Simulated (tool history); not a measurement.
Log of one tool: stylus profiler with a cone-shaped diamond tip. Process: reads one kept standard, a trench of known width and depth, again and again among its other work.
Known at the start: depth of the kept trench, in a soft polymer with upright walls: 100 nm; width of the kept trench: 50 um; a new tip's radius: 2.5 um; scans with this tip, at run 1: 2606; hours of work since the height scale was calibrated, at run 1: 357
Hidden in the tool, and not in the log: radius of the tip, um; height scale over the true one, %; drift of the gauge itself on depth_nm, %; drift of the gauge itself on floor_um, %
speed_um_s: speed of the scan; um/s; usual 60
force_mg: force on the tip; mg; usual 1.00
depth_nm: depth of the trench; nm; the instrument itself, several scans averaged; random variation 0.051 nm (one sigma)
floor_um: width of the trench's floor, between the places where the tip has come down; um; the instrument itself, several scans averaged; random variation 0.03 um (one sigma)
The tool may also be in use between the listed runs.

| run | hour | speed_um_s | force_mg | scans with this tip | hours of work since the height scale was calibrated | depth_nm | floor_um |
|---|---|---|---|---|---|---|---|
| 1 | 0.0 | 60 | 1.00 | 2606 | 357 | 100.40 | 48.27 |
| 2 | 17.8 | 60 | 0.36 | 2660 | 364 | 100.22 | 48.09 |
| 3 | 36.4 | 60 | 0.36 | 2716 | 372 | 100.33 | 48.07 |
| 4 | 59.6 | 60 | 0.36 | 2786 | 382 | 100.17 | 48.05 |
| 5 | 81.7 | 60 | 0.36 | 2854 | 391 | 100.22 | 48.12 |
| 6 | 103.5 | 60 | 1.00 | 2920 | 400 | 100.40 | 48.19 |
| 7 | 129.4 | 60 | 1.00 | 2998 | 411 | 100.40 | 48.17 |
|  | 133.0 | height scale calibrated on a step standard |
| 8 | 163.1 | 154 | 0.97 | 3099 | 13 | 100.42 | 47.80 |
| 9 | 180.3 | 21 | 0.57 | 3151 | 20 | 100.26 | 48.30 |
|  | 201.4 | height scale calibrated on a step standard, once more |
| 10 | 205.1 | 88 | 0.57 | 3225 | 2 | 100.31 | 48.01 |
| 11 | 240.8 | 16 | 1.07 | 3333 | 16 | 100.37 | 48.41 |
| 12 | 276.2 | 16 | 1.07 | 3441 | 31 | 100.49 | 48.38 |
| 13 | 292.8 | 44 | 1.36 | 3491 | 38 | 100.44 | 48.30 |

Forecast each of these 4 alternatives for the next run:
| A | 315.4 | 60 | 0.57 | 3559 | 47 | ? | ? |
| B | 315.4 | 33 | 0.50 | 3559 | 47 | ? | ? |
| C | 315.4 | 21 | 0.54 | 3559 | 47 | ? | ? |
| D | 315.4 | 18 | 1.38 | 3559 | 47 | ? | ? |

| run | depth_nm | floor_um |
|---|---|---|
| A | 100.27 | 48.08 |
| B | 100.23 | 48.24 |
| C | 100.23 | 48.31 |
| D | 100.49 | 48.38 |
Without the tool's hidden state the same runs would have given:
| run | depth_nm | floor_um |
|---|---|---|
| A | 100.28 | 48.24 |
| B | 100.23 | 48.39 |
| C | 100.23 | 48.47 |
| D | 100.49 | 48.53 |
